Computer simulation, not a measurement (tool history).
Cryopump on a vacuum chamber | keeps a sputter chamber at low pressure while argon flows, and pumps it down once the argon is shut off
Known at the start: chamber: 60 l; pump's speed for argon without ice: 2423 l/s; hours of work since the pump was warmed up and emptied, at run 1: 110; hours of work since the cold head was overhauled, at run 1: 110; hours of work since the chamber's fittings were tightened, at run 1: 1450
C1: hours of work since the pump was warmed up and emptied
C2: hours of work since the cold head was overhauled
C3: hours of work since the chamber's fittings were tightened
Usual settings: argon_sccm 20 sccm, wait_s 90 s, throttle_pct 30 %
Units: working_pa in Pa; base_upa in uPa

Run 1, hour 0: usual settings; C1 110; C2 110; C3 1450. Result: working_pa 0.0474 Pa, base_upa 0.78 uPa.
Run 2, hour 13.1: usual settings; C1 116; C2 116; C3 1456. Result: working_pa 0.0474 Pa, base_upa 0.74 uPa.
Run 3, hour 26.8: usual settings; C1 121; C2 121; C3 1462. Result: working_pa 0.0476 Pa, base_upa 0.82 uPa.
Run 4, hour 50.1: usual settings; C1 132; C2 132; C3 1472. Result: working_pa 0.0478 Pa, base_upa 0.82 uPa.
Run 5, hour 65.1: usual settings; C1 138; C2 138; C3 1479. Result: working_pa 0.0475 Pa, base_upa 0.77 uPa.
Run 6, hour 78.2: usual settings; C1 144; C2 144; C3 1485. Result: working_pa 0.0474 Pa, base_upa 0.82 uPa.
Run 7, hour 92.6: usual settings; C1 150; C2 150; C3 1491. Result: working_pa 0.0479 Pa, base_upa 0.74 uPa.
Run 8, hour 108.8: usual settings; C1 158; C2 158; C3 1498. Result: working_pa 0.0479 Pa, base_upa 0.76 uPa.
Run 9, hour 119.7: usual settings; C1 162; C2 162; C3 1503. Result: working_pa 0.0476 Pa, base_upa 0.78 uPa.
Run 10, hour 140.8: usual settings; C1 172; C2 172; C3 1512. Result: working_pa 0.0482 Pa, base_upa 0.8 uPa.
Run 11, hour 166.7: usual settings; C1 183; C2 183; C3 1524. Result: working_pa 0.0478 Pa, base_upa 0.79 uPa.
Run 12, hour 191.2: usual settings; C1 194; C2 194; C3 1534. Result: working_pa 0.048 Pa, base_upa 0.8 uPa.
Run 13, hour 215.6: usual settings but argon_sccm 19 sccm; C1 205; C2 205; C3 1545. Result: working_pa 0.0456 Pa, base_upa 0.81 uPa.
Run 14, hour 236.1: usual settings but argon_sccm 19 sccm; C1 214; C2 214; C3 1554. Result: working_pa 0.0457 Pa, base_upa 0.8 uPa.
Run 15, hour 248.7: usual settings but argon_sccm 19 sccm; C1 219; C2 219; C3 1560. Result: working_pa 0.0459 Pa, base_upa 0.83 uPa.
Run 16, hour 272.7: usual settings but argon_sccm 22 sccm, wait_s 24 s, throttle_pct 18 %; C1 230; C2 230; C3 1570. Result: working_pa 0.0869 Pa, base_upa 1.55 uPa.
Run 17, hour 288: usual settings but argon_sccm 22 sccm, wait_s 24 s, throttle_pct 18 %; C1 236; C2 236; C3 1577. Result: working_pa 0.0871 Pa, base_upa 1.61 uPa.
Run 18, hour 301.6: usual settings but argon_sccm 22 sccm, wait_s 24 s, throttle_pct 18 %; C1 242; C2 242; C3 1583. Result: working_pa 0.0871 Pa, base_upa 1.6 uPa.
Run 19, hour 322.6: usual settings but argon_sccm 22 sccm, wait_s 24 s, throttle_pct 18 %; C1 252; C2 252; C3 1592. Result: working_pa 0.0869 Pa, base_upa 1.61 uPa.
Run 20, hour 341: usual settings but argon_sccm 22 sccm, wait_s 24 s, throttle_pct 18 %; C1 260; C2 260; C3 1600. Result: working_pa 0.0877 Pa, base_upa 1.57 uPa.
Run 21, hour 363.3: usual settings but argon_sccm 11 sccm, wait_s 21 s, throttle_pct 26 %; C1 269; C2 269; C3 1610. Result: working_pa 0.0304 Pa, base_upa 1.77 uPa.
Run 22, hour 384: usual settings but argon_sccm 11 sccm, wait_s 21 s, throttle_pct 26 %; C1 279; C2 279; C3 1619. Result: working_pa 0.0306 Pa, base_upa 1.7 uPa.
Run 23, hour 405.8: usual settings but throttle_pct 46 %; C1 288; C2 288; C3 1629. Result: working_pa 0.0325 Pa, base_upa 0.84 uPa.
Run 24, hour 418.2: usual settings but argon_sccm 39 sccm, throttle_pct 50 %; C1 294; C2 294; C3 1634. Result: working_pa 0.0587 Pa, base_upa 0.82 uPa.
Run 25, hour 435.8: usual settings but wait_s 21 s, throttle_pct 55 %; C1 301; C2 301; C3 1642. Result: working_pa 0.0275 Pa, base_upa 1.74 uPa.
Run 26, hour 451.7: usual settings but wait_s 21 s, throttle_pct 55 %; C1 308; C2 308; C3 1649. Result: working_pa 0.0275 Pa, base_upa 1.75 uPa.
Run 27, hour 473.2: usual settings but argon_sccm 38 sccm, wait_s 190 s, throttle_pct 42 %; C1 318; C2 318; C3 1658. Result: working_pa 0.0677 Pa, base_upa 0.73 uPa.

3 ways to go on from here, each from the tool as it stands after run 27. What would each give?
Run A, hour 487: usual settings but argon_sccm 14 sccm, wait_s 126 s, throttle_pct 52 %; C1 324; C2 324; C3 1665. Result: working_pa ?, base_upa ?.
Run B, hour 487: usual settings but argon_sccm 9 sccm, wait_s 86 s, throttle_pct 40 %; C1 324; C2 324; C3 1665. Result: working_pa ?, base_upa ?.
Run C, hour 487: usual settings but argon_sccm 38 sccm, wait_s 96 s, throttle_pct 42 %; C1 324; C2 324; C3 1665. Result: working_pa ?, base_upa ?.

run  working_pa  base_upa
  A      0.0204      0.79
  B       0.017      0.88
  C      0.0676      0.83
Without the tool's hidden state the same runs would have given:
run  working_pa  base_upa
  A      0.0186      0.32
  B      0.0159      0.41
  C      0.0629      0.35
